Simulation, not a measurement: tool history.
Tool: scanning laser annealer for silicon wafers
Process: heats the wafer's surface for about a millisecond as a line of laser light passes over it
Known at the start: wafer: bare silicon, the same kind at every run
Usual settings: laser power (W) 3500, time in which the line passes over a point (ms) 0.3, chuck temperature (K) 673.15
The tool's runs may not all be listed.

run   hour  laser power (W)  time in which the line passes over a point (ms)  chuck temperature (K)  highest temperature of the surface (K)
  1      0             3500                                              0.3                 673.15                                 1467.15
  2    8.2             3500                                              0.3                 673.15                                 1467.15
  3     19             3500                                              0.3                 698.15                                 1488.15
  4   34.2             3500                                              0.3                 698.15                                 1489.15
  5   51.5             3500                                              0.3                 698.15                                 1488.15
  6     70             3500                                              0.3                 668.15                                 1454.15
  7   86.9             3500                                              0.3                 691.15                                 1480.15
  8  104.6             3500                                              0.3                 691.15                                 1479.15

Forecast run 9:
  9   121             3500                                              0.3                 691.15                                       ?

Run 9 gave highest temperature of the surface (K) 1481.15.
Without the tool's hidden state the same run would have given highest temperature of the surface (K) 1512.15.
